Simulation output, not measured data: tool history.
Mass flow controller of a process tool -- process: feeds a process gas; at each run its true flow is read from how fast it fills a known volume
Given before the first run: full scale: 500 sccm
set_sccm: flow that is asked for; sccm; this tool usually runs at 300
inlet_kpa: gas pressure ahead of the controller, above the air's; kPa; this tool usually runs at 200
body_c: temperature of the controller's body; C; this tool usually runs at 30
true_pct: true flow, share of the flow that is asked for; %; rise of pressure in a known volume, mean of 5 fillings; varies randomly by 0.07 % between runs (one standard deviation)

{"run": 1, "hour": 0.0, "set_sccm": 300, "inlet_kpa": 200, "body_c": 30, "true_pct": 97.92}
{"run": 2, "hour": 148.5, "set_sccm": 300, "inlet_kpa": 200, "body_c": 30, "true_pct": 98.05}
{"run": 3, "hour": 395.7, "set_sccm": 300, "inlet_kpa": 200, "body_c": 30, "true_pct": 97.79}
{"hour": 441.7, "done": "controller's zero set anew"}
{"run": 4, "hour": 689.3, "set_sccm": 300, "inlet_kpa": 200, "body_c": 30, "true_pct": 97.79}
{"run": 5, "hour": 913.2, "set_sccm": 300, "inlet_kpa": 247, "body_c": 30, "true_pct": 97.59}
{"run": 6, "hour": 1142.8, "set_sccm": 300, "inlet_kpa": 200, "body_c": 30, "true_pct": 97.59}
{"run": 7, "hour": 1326.3, "set_sccm": 300, "inlet_kpa": 200, "body_c": 30, "true_pct": 97.71}
{"run": 8, "hour": 1559.3, "set_sccm": 300, "inlet_kpa": 232, "body_c": 30, "true_pct": 97.46}
{"run": 9, "hour": 1692.7, "set_sccm": 300, "inlet_kpa": 227, "body_c": 30, "true_pct": 97.47}
{"run": 10, "hour": 1929.1, "set_sccm": 300, "inlet_kpa": 227, "body_c": 30, "true_pct": 97.45}
{"run": 11, "hour": 2109.0, "set_sccm": 300, "inlet_kpa": 200, "body_c": 30, "true_pct": 97.48}
{"run": 12, "hour": 2312.1, "set_sccm": 51, "inlet_kpa": 236, "body_c": 30, "true_pct": 95.53}
{"run": 13, "hour": 2578.3, "set_sccm": 449, "inlet_kpa": 200, "body_c": 33, "true_pct": 97.92}
{"run": 14, "hour": 2792.2, "set_sccm": 449, "inlet_kpa": 200, "body_c": 33, "true_pct": 97.91}
{"run": 15, "hour": 3015.8, "set_sccm": 51, "inlet_kpa": 200, "body_c": 25, "true_pct": 96.0}
{"run": 16, "hour": 3141.2, "set_sccm": 93, "inlet_kpa": 196, "body_c": 35, "true_pct": 95.19}
{"run": 17, "hour": 3384.9, "set_sccm": 93, "inlet_kpa": 196, "body_c": 35, "true_pct": 95.03}
{"run": 18, "hour": 3578.7, "set_sccm": 450, "inlet_kpa": 277, "body_c": 34, "true_pct": 97.34}
{"run": 19, "hour": 3706.8, "set_sccm": 173, "inlet_kpa": 200, "body_c": 30, "true_pct": 95.89}
{"run": 20, "hour": 3842.8, "set_sccm": 173, "inlet_kpa": 200, "body_c": 30, "true_pct": 96.0}
{"run": 21, "hour": 4038.9, "set_sccm": 173, "inlet_kpa": 200, "body_c": 30, "true_pct": 95.91}

Measured minus without-hidden-state, run by run (identical run-to-run variation in each term; gauge scatter may differ):
Hidden state at play: flow at rest that the sensor doesn't see, % of full scale; true flow over the shown one, %; drift of the gauge itself on true_pct, %.
run=1 true_pct=+0.01
run=2 true_pct=-0.04
run=3 true_pct=-0.11
run=4 true_pct=-0.20
run=5 true_pct=-0.27
run=6 true_pct=-0.34
run=7 true_pct=-0.39
run=8 true_pct=-0.46
run=9 true_pct=-0.50
run=10 true_pct=-0.58
run=11 true_pct=-0.62
run=12 true_pct=-0.66
run=13 true_pct=-0.77
run=14 true_pct=-0.84
run=15 true_pct=-0.87
run=16 true_pct=-0.91
run=17 true_pct=-0.98
run=18 true_pct=-1.07
run=19 true_pct=-1.09
run=20 true_pct=-1.13
run=21 true_pct=-1.19

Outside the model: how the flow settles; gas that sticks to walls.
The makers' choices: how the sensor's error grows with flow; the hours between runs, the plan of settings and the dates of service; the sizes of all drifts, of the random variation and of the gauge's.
